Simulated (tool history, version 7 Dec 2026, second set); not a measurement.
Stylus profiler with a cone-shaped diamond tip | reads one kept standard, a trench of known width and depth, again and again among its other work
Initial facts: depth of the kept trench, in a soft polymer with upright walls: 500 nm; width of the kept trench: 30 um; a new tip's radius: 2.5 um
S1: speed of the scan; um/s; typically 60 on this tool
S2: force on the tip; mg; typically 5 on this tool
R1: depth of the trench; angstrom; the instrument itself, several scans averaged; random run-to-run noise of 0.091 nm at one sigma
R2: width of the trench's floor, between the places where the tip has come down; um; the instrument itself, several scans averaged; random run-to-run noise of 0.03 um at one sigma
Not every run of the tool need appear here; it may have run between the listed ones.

{"run": 1, "hour": 0.0, "S1": 60, "S2": 5, "R1": 5122.8, "R2": 25.4}
{"run": 2, "hour": 44.7, "S1": 60, "S2": 5, "R1": 5124, "R2": 25.31}
{"run": 3, "hour": 93.5, "S1": 60, "S2": 5, "R1": 5124.5, "R2": 25.24}
{"run": 4, "hour": 138.8, "S1": 60, "S2": 5, "R1": 5123.6, "R2": 25.19}
{"run": 5, "hour": 172.0, "S1": 60, "S2": 5, "R1": 5124.7, "R2": 25.14}
{"run": 6, "hour": 216.4, "S1": 60, "S2": 5, "R1": 5122.4, "R2": 25.04}
{"run": 7, "hour": 269.2, "S1": 60, "S2": 5, "R1": 5123.8, "R2": 24.96}
{"run": 8, "hour": 302.9, "S1": 49, "S2": 5, "R1": 5124.1, "R2": 24.91}
{"run": 9, "hour": 342.9, "S1": 60, "S2": 5, "R1": 5120, "R2": 24.79}
{"run": 10, "hour": 380.9, "S1": 60, "S2": 5, "R1": 5123, "R2": 24.79}
{"run": 11, "hour": 413.5, "S1": 60, "S2": 5, "R1": 5122.8, "R2": 24.78}
{"run": 12, "hour": 448.7, "S1": 60, "S2": 5, "R1": 5122.3, "R2": 24.72}
{"run": 13, "hour": 490.5, "S1": 60, "S2": 5, "R1": 5120.4, "R2": 24.65}
{"run": 14, "hour": 538.4, "S1": 60, "S2": 5, "R1": 5122.7, "R2": 24.61}
{"run": 15, "hour": 577.4, "S1": 60, "S2": 14.64, "R1": 5258.7, "R2": 24.63}
{"run": 16, "hour": 627.5, "S1": 60, "S2": 14.64, "R1": 5258.3, "R2": 24.57}
{"run": 17, "hour": 674.7, "S1": 60, "S2": 14.64, "R1": 5257.9, "R2": 24.52}
{"run": 18, "hour": 721.3, "S1": 60, "S2": 14.64, "R1": 5256.2, "R2": 24.39}
{"run": 19, "hour": 765.5, "S1": 60, "S2": 14.64, "R1": 5258.4, "R2": 24.39}
{"run": 20, "hour": 809.2, "S1": 35, "S2": 14.64, "R1": 5257.8, "R2": 24.37}
{"run": 21, "hour": 831.8, "S1": 35, "S2": 14.64, "R1": 5257.1, "R2": 24.31}
{"run": 22, "hour": 876.1, "S1": 21, "S2": 5, "R1": 5120.3, "R2": 24.24}
{"run": 23, "hour": 903.3, "S1": 21, "S2": 5, "R1": 5121.4, "R2": 24.22}
{"run": 24, "hour": 941.3, "S1": 229, "S2": 3.29, "R1": 5090.4, "R2": 23.29}
{"run": 25, "hour": 977.4, "S1": 148, "S2": 3.72, "R1": 5105.7, "R2": 26.37}
{"run": 26, "hour": 1027.1, "S1": 66, "S2": 2.43, "R1": 5077.3, "R2": 26.54}
{"run": 27, "hour": 1076.9, "S1": 97, "S2": 7.83, "R1": 5171.3, "R2": 26.36}
{"run": 28, "hour": 1113.3, "S1": 97, "S2": 7.83, "R1": 5172.2, "R2": 26.37}
{"run": 29, "hour": 1156.8, "S1": 97, "S2": 7.83, "R1": 5170.1, "R2": 26.3}
{"run": 30, "hour": 1201.6, "S1": 38, "S2": 3.6, "R1": 5100.8, "R2": 26.33}
{"run": 31, "hour": 1253.0, "S1": 38, "S2": 3.6, "R1": 5101.9, "R2": 26.22}
{"run": 32, "hour": 1279.7, "S1": 38, "S2": 5, "R1": 5127.5, "R2": 26.17}
{"run": 33, "hour": 1327.9, "S1": 38, "S2": 5, "R1": 5125.1, "R2": 26.11}
{"run": 34, "hour": 1373.2, "S1": 211, "S2": 2.21, "R1": 5073.2, "R2": 25.05}
{"run": 35, "hour": 1409.2, "S1": 17, "S2": 2.04, "R1": 5067, "R2": 25.91}
{"run": 36, "hour": 1437.9, "S1": 173, "S2": 13.92, "R1": 5252.3, "R2": 25.63}
{"run": 37, "hour": 1490.0, "S1": 52, "S2": 4.72, "R1": 5120.4, "R2": 25.78}
{"run": 38, "hour": 1535.4, "S1": 74, "S2": 4.72, "R1": 5119.4, "R2": 25.62}
{"run": 39, "hour": 1576.9, "S1": 74, "S2": 4.72, "R1": 5120.1, "R2": 25.5}
{"run": 40, "hour": 1604.0, "S1": 100, "S2": 2.7, "R1": 5081.4, "R2": 25.21}
{"run": 41, "hour": 1634.2, "S1": 117, "S2": 3.53, "R1": 5099.1, "R2": 25.21}
{"run": 42, "hour": 1668.7, "S1": 35, "S2": 3.65, "R1": 5100.5, "R2": 25.47}
{"run": 43, "hour": 1690.6, "S1": 53, "S2": 3.16, "R1": 5089.4, "R2": 25.35}
{"run": 44, "hour": 1739.4, "S1": 60, "S2": 6.14, "R1": 5142.5, "R2": 25.28}
{"run": 45, "hour": 1783.5, "S1": 64, "S2": 6.14, "R1": 5140.7, "R2": 25.18}
{"run": 46, "hour": 1813.6, "S1": 43, "S2": 7.68, "R1": 5167.2, "R2": 25.26}

Missing from the log above: 1 entry noted between runs. For each, name the pair of listed runs it sits between and say how the tool's hidden condition differs from the listed run just before to the listed run just after:
From run 24 to run 25: new tip fitted, height scale calibrated (hour 968.1)
  radius of the tip, um: 8.5 -> 2.57; height scale over the true one, %: -0.181 -> -0.035
  the result without the hidden state subtracted from the measured one, R1: -9.2 -> -1.8 angstrom; R2: -2.75 -> -0.05 um
